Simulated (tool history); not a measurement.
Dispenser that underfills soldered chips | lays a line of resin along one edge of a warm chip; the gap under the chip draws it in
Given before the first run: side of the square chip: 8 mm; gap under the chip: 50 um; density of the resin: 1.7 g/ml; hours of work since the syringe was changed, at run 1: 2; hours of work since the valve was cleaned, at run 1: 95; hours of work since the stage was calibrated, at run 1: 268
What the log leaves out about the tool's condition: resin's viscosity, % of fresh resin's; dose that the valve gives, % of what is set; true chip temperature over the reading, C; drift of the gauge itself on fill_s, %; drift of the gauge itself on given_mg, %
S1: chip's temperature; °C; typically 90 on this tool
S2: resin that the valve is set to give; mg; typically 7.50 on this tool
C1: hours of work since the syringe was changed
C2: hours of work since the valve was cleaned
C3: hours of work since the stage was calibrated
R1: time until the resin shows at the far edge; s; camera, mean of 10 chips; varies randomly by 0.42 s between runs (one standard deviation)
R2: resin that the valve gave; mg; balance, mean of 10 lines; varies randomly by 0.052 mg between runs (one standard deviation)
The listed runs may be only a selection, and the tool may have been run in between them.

{"run": 1, "hour": 0.0, "S1": 90, "S2": 7.5, "C1": 2, "C2": 95, "C3": 268, "R1": 36.3, "R2": 6.93}
{"hour": 8.3, "done": "new syringe of resin"}
{"run": 2, "hour": 9.7, "S1": 90, "S2": 7.5, "C1": 1, "C2": 102, "C3": 275, "R1": 34.2, "R2": 6.92}
{"hour": 19.0, "done": "new syringe of resin"}
{"run": 3, "hour": 22.1, "S1": 98, "S2": 7.5, "C1": 2, "C2": 110, "C3": 283, "R1": 28.0, "R2": 6.87}
{"hour": 29.9, "done": "new syringe of resin"}
{"run": 4, "hour": 34.2, "S1": 90, "S2": 7.5, "C1": 3, "C2": 118, "C3": 291, "R1": 41.0, "R2": 6.68}
{"hour": 40.7, "done": "new syringe of resin"}
{"run": 5, "hour": 43.1, "S1": 90, "S2": 7.5, "C1": 2, "C2": 124, "C3": 297, "R1": 36.5, "R2": 6.72}
{"run": 6, "hour": 50.5, "S1": 90, "S2": 7.5, "C1": 7, "C2": 129, "C3": 302, "R1": 57.2, "R2": 6.77}
{"hour": 51.5, "done": "new syringe of resin"}
{"hour": 61.3, "done": "dispensing valve cleaned and set on the balance"}
{"run": 7, "hour": 62.4, "S1": 76, "S2": 7.24, "C1": 7, "C2": 1, "C3": 309, "R1": 93.5, "R2": 7.32}
{"hour": 63.9, "done": "new syringe of resin"}
{"run": 8, "hour": 70.5, "S1": 76, "S2": 7.24, "C1": 5, "C2": 6, "C3": 315, "R1": 79.2, "R2": 7.19}
{"hour": 75.1, "done": "new syringe of resin"}
{"run": 9, "hour": 79.8, "S1": 76, "S2": 8.7, "C1": 3, "C2": 12, "C3": 321, "R1": 67.0, "R2": 8.64}
{"run": 10, "hour": 85.2, "S1": 84, "S2": 7.0, "C1": 7, "C2": 16, "C3": 324, "R1": 71.6, "R2": 6.98}
{"hour": 86.5, "done": "new syringe of resin"}
{"run": 11, "hour": 95.8, "S1": 84, "S2": 7.0, "C1": 6, "C2": 23, "C3": 331, "R1": 70.5, "R2": 6.87}
{"hour": 98.2, "done": "new syringe of resin"}
{"run": 12, "hour": 106.2, "S1": 104, "S2": 9.34, "C1": 6, "C2": 30, "C3": 338, "R1": 29.6, "R2": 9.1}

Each run again, without the hidden state but with its own random variation kept:
run=1 R1=28.8 R2=7.52
run=2 R1=29.0 R2=7.55
run=3 R1=21.8 R2=7.55
run=4 R1=29.1 R2=7.40
run=5 R1=29.5 R2=7.49
run=6 R1=29.7 R2=7.56
run=7 R1=48.8 R2=7.32
run=8 R1=49.2 R2=7.22
run=9 R1=47.6 R2=8.71
run=10 R1=36.5 R2=7.06
run=11 R1=37.6 R2=6.99
run=12 R1=17.5 R2=9.32

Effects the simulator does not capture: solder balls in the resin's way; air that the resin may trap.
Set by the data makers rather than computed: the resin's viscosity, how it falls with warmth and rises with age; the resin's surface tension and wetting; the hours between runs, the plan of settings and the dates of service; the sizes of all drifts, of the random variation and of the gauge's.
